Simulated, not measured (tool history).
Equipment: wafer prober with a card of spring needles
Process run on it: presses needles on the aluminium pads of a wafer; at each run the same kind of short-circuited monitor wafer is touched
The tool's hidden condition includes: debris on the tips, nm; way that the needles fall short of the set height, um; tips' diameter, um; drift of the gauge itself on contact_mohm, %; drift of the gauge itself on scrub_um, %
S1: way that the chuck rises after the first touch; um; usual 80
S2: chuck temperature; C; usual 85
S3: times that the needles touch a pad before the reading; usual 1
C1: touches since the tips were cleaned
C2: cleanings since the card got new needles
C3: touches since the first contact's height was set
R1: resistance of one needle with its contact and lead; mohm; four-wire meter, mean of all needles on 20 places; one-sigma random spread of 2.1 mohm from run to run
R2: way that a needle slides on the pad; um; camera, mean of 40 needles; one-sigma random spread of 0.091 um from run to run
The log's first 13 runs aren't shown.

At hour 231.7: tips cleaned on abrasive film.
At hour 244.1: tips cleaned on abrasive film.
Run 14, hour 252.0: usual settings but S1 78 um; C1 3238; C2 37; C3 200183. Result: R1 226 mohm, R2 19.18 um.
At hour 257.0: tips cleaned on abrasive film.
At hour 270.8: tips cleaned on abrasive film.
Run 15, hour 273.0: usual settings but S1 78 um; C1 885; C2 39; C3 208622. Result: R1 224 mohm, R2 19.10 um.
At hour 283.8: tips cleaned on abrasive film.
At hour 297.6: tips cleaned on abrasive film.
Run 16, hour 298.4: usual settings but S1 78 um; C1 319; C2 41; C3 218836. Result: R1 229 mohm, R2 19.15 um.
At hour 311.3: tips cleaned on abrasive film.
Run 17, hour 313.0: usual settings but S2 75 C; C1 696; C2 42; C3 224750. Result: R1 230 mohm, R2 19.67 um.
At hour 324.2: tips cleaned on abrasive film.
Run 18, hour 326.4: usual settings but S2 30 C; C1 902; C2 43; C3 230155. Result: R1 217 mohm, R2 19.72 um.
At hour 336.7: tips cleaned on abrasive film.
At hour 349.2: tips cleaned on abrasive film.
At hour 349.5: height of the first contact set anew.
Run 19, hour 350.3: usual settings but S2 30 C; C1 321; C2 45; C3 321. Result: R1 214 mohm, R2 19.68 um.
At hour 361.6: tips cleaned on abrasive film.
Run 20, hour 361.6: usual settings but S1 81 um, S2 52 C, S3 2; C1 0; C2 46; C3 4899. Result: R1 217 mohm, R2 19.84 um.
At hour 375.3: tips cleaned on abrasive film.
Run 21, hour 382.2: usual settings but S1 81 um, S2 48 C, S3 2; C1 2773; C2 47; C3 13195. Result: R1 218 mohm, R2 19.86 um.
At hour 388.0: tips cleaned on abrasive film.
Run 22, hour 393.0: usual settings but S1 76 um, S2 48 C, S3 2; C1 2033; C2 48; C3 17559. Result: R1 218 mohm, R2 18.68 um.
At hour 400.7: tips cleaned on abrasive film.
Run 23, hour 407.9: usual settings but S1 76 um, S2 48 C, S3 2; C1 2950; C2 49; C3 23566. Result: R1 218 mohm, R2 18.74 um.
At hour 414.1: tips cleaned on abrasive film.
Run 24, hour 419.3: usual settings but S1 89 um, S2 61 C, S3 2; C1 2133; C2 50; C3 28152. Result: R1 223 mohm, R2 21.92 um.
At hour 426.7: tips cleaned on abrasive film.
Run 25, hour 434.5: usual settings but S1 89 um, S2 61 C, S3 2; C1 3190; C2 51; C3 34296. Result: R1 222 mohm, R2 21.87 um.
At hour 440.0: tips cleaned on abrasive film.
Run 26, hour 449.1: usual settings but S2 86 C, S3 2; C1 3721; C2 52; C3 40182. Result: R1 229 mohm, R2 19.61 um.
At hour 452.0: tips cleaned on abrasive film.
At hour 465.0: tips cleaned on abrasive film.
Run 27, hour 469.6: usual settings but S2 86 C, S3 2; C1 1850; C2 54; C3 48404. Result: R1 225 mohm, R2 19.57 um.
At hour 478.0: tips cleaned on abrasive film.
Run 28, hour 479.9: usual settings but S1 75 um, S2 90 C; C1 798; C2 55; C3 52571. Result: R1 232 mohm, R2 18.27 um.
At hour 490.3: tips cleaned on abrasive film.
Run 29, hour 497.8: usual settings but S1 75 um, S2 90 C; C1 3030; C2 56; C3 59787. Result: R1 230 mohm, R2 18.39 um.
At hour 502.9: tips cleaned on abrasive film.
At hour 515.1: tips cleaned on abrasive film.
Run 30, hour 515.6: usual settings but S1 72 um; C1 216; C2 58; C3 66933. Result: R1 228 mohm, R2 17.60 um.
At hour 528.2: tips cleaned on abrasive film.
At hour 540.2: tips cleaned on abrasive film.
Run 31, hour 540.2: usual settings but S1 93 um, S3 2; C1 0; C2 60; C3 76831. Result: R1 229 mohm, R2 22.96 um.
Run 32, hour 551.6: usual settings but S1 93 um, S3 2; C1 4633; C2 60; C3 81464. Result: R1 228 mohm, R2 22.76 um.

What if the next run were any one of these 4? Each begins from the tool's condition after run 32:
At hour 554.0: tips cleaned on abrasive film.
Run A, hour 562.7: usual settings but S1 87 um, S2 50 C, S3 2; C1 3536; C2 61; C3 85921. Result: R1 ?, R2 ?.
At hour 554.0: tips cleaned on abrasive film.
Run B, hour 562.7: usual settings but S1 88 um, S2 56 C; C1 3536; C2 61; C3 85921. Result: R1 ?, R2 ?.
At hour 554.0: tips cleaned on abrasive film.
Run C, hour 562.7: usual settings but S1 88 um, S2 88 C; C1 3536; C2 61; C3 85921. Result: R1 ?, R2 ?.
At hour 554.0: tips cleaned on abrasive film.
Run D, hour 562.7: usual settings but S1 93 um, S2 27 C, S3 3; C1 3536; C2 61; C3 85921. Result: R1 ?, R2 ?.

run   R1     R2
  A  218  21.52
  B  222  21.58
  C  227  21.58
  D  215  22.70
With the hidden condition removed and each run's random variation left untouched, the same runs would have given:
run   R1     R2
  A  217  21.53
  B  221  21.59
  C  226  21.59
  D  215  22.71

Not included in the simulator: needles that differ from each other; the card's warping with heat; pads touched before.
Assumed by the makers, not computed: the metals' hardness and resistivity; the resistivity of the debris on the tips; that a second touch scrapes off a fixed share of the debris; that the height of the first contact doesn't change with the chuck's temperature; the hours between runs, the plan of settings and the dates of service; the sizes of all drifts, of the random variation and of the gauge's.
